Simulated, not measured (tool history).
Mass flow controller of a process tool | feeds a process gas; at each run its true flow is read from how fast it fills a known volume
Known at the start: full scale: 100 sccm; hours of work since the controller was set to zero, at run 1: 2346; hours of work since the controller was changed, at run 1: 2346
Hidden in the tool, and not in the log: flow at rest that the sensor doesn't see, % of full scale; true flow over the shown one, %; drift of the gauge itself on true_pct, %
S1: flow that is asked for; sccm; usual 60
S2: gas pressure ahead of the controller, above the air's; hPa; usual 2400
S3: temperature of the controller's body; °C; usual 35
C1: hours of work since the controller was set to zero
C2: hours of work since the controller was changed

run 1 hour=0.0 | S1=60 S2=2400 S3=35 | C1=2346 C2=2346 | true_flow_(%)=100.23
run 2 hour=124.6 | S1=60 S2=2400 S3=35 | C1=2389 C2=2389 | true_flow_(%)=100.17
run 3 hour=346.1 | S1=60 S2=2400 S3=35 | C1=2467 C2=2467 | true_flow_(%)=100.20
run 4 hour=576.9 | S1=60 S2=1820 S3=35 | C1=2548 C2=2548 | true_flow_(%)=100.44
run 5 hour=683.9 | S1=60 S2=1820 S3=35 | C1=2585 C2=2585 | true_flow_(%)=100.52
run 6 hour=791.0 | S1=60 S2=1820 S3=35 | C1=2623 C2=2623 | true_flow_(%)=100.47
run 7 hour=944.4 | S1=60 S2=2400 S3=28 | C1=2676 C2=2676 | true_flow_(%)=99.61
run 8 hour=1211.2 | S1=60 S2=2400 S3=28 | C1=2770 C2=2770 | true_flow_(%)=99.66
run 9 hour=1394.2 | S1=60 S2=2400 S3=28 | C1=2834 C2=2834 | true_flow_(%)=99.59
run 10 hour=1616.1 | S1=60 S2=2400 S3=35 | C1=2911 C2=2911 | true_flow_(%)=100.15
run 11 hour=1742.5 | S1=60 S2=2400 S3=35 | C1=2956 C2=2956 | true_flow_(%)=100.23
run 12 hour=1994.0 | S1=60 S2=2400 S3=35 | C1=3044 C2=3044 | true_flow_(%)=100.26
run 13 hour=2232.3 | S1=60 S2=2400 S3=38 | C1=3127 C2=3127 | true_flow_(%)=100.41
run 14 hour=2476.9 | S1=24 S2=2400 S3=35 | C1=3213 C2=3213 | true_flow_(%)=100.13
run 15 hour=2602.3 | S1=24 S2=2400 S3=35 | C1=3257 C2=3257 | true_flow_(%)=100.19
run 16 hour=2820.4 | S1=60 S2=2400 S3=35 | C1=3333 C2=3333 | true_flow_(%)=100.29
run 17 hour=2991.0 | S1=60 S2=2400 S3=35 | C1=3393 C2=3393 | true_flow_(%)=100.26
run 18 hour=3179.4 | S1=60 S2=2110 S3=35 | C1=3459 C2=3459 | true_flow_(%)=100.36
run 19 hour=3309.3 | S1=60 S2=1690 S3=35 | C1=3504 C2=3504 | true_flow_(%)=100.57
run 20 hour=3492.5 | S1=60 S2=1690 S3=35 | C1=3568 C2=3568 | true_flow_(%)=100.55
run 21 hour=3658.0 | S1=60 S2=2400 S3=23 | C1=3626 C2=3626 | true_flow_(%)=99.17
run 22 hour=3770.6 | S1=60 S2=2400 S3=23 | C1=3666 C2=3666 | true_flow_(%)=99.16
run 23 hour=4004.1 | S1=61 S2=2400 S3=35 | C1=3747 C2=3747 | true_flow_(%)=100.23
-- hour=4026.1 controller's zero set anew
run 24 hour=4214.1 | S1=61 S2=2400 S3=35 | C1=66 C2=3821 | true_flow_(%)=100.54
run 25 hour=4330.3 | S1=30 S2=2400 S3=35 | C1=106 C2=3862 | true_flow_(%)=100.77
run 26 hour=4524.9 | S1=54 S2=2570 S3=27 | C1=175 C2=3930 | true_flow_(%)=99.74
run 27 hour=4790.9 | S1=60 S2=2400 S3=28 | C1=268 C2=4023 | true_flow_(%)=99.91
run 28 hour=5041.7 | S1=21 S2=2400 S3=20 | C1=356 C2=4111 | true_flow_(%)=99.98
run 29 hour=5232.1 | S1=68 S2=2400 S3=24 | C1=422 C2=4177 | true_flow_(%)=99.61
-- hour=5333.7 controller's zero set anew, once more
run 30 hour=5362.9 | S1=48 S2=1630 S3=32 | C1=10 C2=4223 | true_flow_(%)=99.65
run 31 hour=5484.0 | S1=48 S2=1530 S3=32 | C1=53 C2=4265 | true_flow_(%)=99.77
run 32 hour=5743.1 | S1=48 S2=1530 S3=32 | C1=143 C2=4356 | true_flow_(%)=99.79
run 33 hour=5855.4 | S1=48 S2=1530 S3=32 | C1=183 C2=4395 | true_flow_(%)=99.81
run 34 hour=6082.8 | S1=48 S2=1920 S3=32 | C1=262 C2=4475 | true_flow_(%)=99.54
run 35 hour=6220.3 | S1=99 S2=1920 S3=31 | C1=310 C2=4523 | true_flow_(%)=100.37
run 36 hour=6459.2 | S1=92 S2=2540 S3=24 | C1=394 C2=4607 | true_flow_(%)=99.27
run 37 hour=6690.1 | S1=28 S2=2010 S3=36 | C1=475 C2=4688 | true_flow_(%)=99.51
run 38 hour=6933.9 | S1=72 S2=1410 S3=25 | C1=560 C2=4773 | true_flow_(%)=99.67
run 39 hour=7050.2 | S1=22 S2=2400 S3=35 | C1=601 C2=4814 | true_flow_(%)=99.19
run 40 hour=7299.0 | S1=60 S2=1530 S3=35 | C1=688 C2=4901 | true_flow_(%)=100.24
run 41 hour=7519.8 | S1=60 S2=1620 S3=36 | C1=765 C2=4978 | true_flow_(%)=100.30
run 42 hour=7635.9 | S1=10 S2=1930 S3=35 | C1=806 C2=5019 | true_flow_(%)=99.50
run 43 hour=7815.2 | S1=10 S2=1930 S3=35 | C1=869 C2=5081 | true_flow_(%)=99.60
run 44 hour=7957.3 | S1=41 S2=2570 S3=35 | C1=919 C2=5131 | true_flow_(%)=99.38
run 45 hour=8105.2 | S1=40 S2=2140 S3=36 | C1=970 C2=5183 | true_flow_(%)=99.74
run 46 hour=8311.8 | S1=40 S2=2140 S3=36 | C1=1043 C2=5255 | true_flow_(%)=99.68
run 47 hour=8430.9 | S1=20 S2=2440 S3=30 | C1=1084 C2=5297 | true_flow_(%)=98.82
run 48 hour=8607.4 | S1=20 S2=2440 S3=30 | C1=1146 C2=5359 | true_flow_(%)=98.84
run 49 hour=8748.4 | S1=11 S2=2140 S3=29 | C1=1196 C2=5408 | true_flow_(%)=99.09

Measured less the same run without the tool's hidden state. The same run-to-run variation is in both; the gauge's scatter may not be:
run=1 true_flow_(%)=+0.24
run=2 true_flow_(%)=+0.24
run=3 true_flow_(%)=+0.25
run=4 true_flow_(%)=+0.25
run=5 true_flow_(%)=+0.24
run=6 true_flow_(%)=+0.25
run=7 true_flow_(%)=+0.24
run=8 true_flow_(%)=+0.25
run=9 true_flow_(%)=+0.25
run=10 true_flow_(%)=+0.25
run=11 true_flow_(%)=+0.26
run=12 true_flow_(%)=+0.25
run=13 true_flow_(%)=+0.25
run=14 true_flow_(%)=+0.84
run=15 true_flow_(%)=+0.85
run=16 true_flow_(%)=+0.27
run=17 true_flow_(%)=+0.27
run=18 true_flow_(%)=+0.27
run=19 true_flow_(%)=+0.26
run=20 true_flow_(%)=+0.27
run=21 true_flow_(%)=+0.28
run=22 true_flow_(%)=+0.27
run=23 true_flow_(%)=+0.27
run=24 true_flow_(%)=+0.57
run=25 true_flow_(%)=+1.36
run=26 true_flow_(%)=+0.67
run=27 true_flow_(%)=+0.59
run=28 true_flow_(%)=+2.05
run=29 true_flow_(%)=+0.50
run=30 true_flow_(%)=-0.19
run=31 true_flow_(%)=-0.20
run=32 true_flow_(%)=-0.19
run=33 true_flow_(%)=-0.19
run=34 true_flow_(%)=-0.19
run=35 true_flow_(%)=-0.21
run=36 true_flow_(%)=-0.21
run=37 true_flow_(%)=-0.13
run=38 true_flow_(%)=-0.19
run=39 true_flow_(%)=-0.08
run=40 true_flow_(%)=-0.18
run=41 true_flow_(%)=-0.18
run=42 true_flow_(%)=+0.22
run=43 true_flow_(%)=+0.26
run=44 true_flow_(%)=-0.14
run=45 true_flow_(%)=-0.13
run=46 true_flow_(%)=-0.13
run=47 true_flow_(%)=+0.04
run=48 true_flow_(%)=+0.06
run=49 true_flow_(%)=+0.36
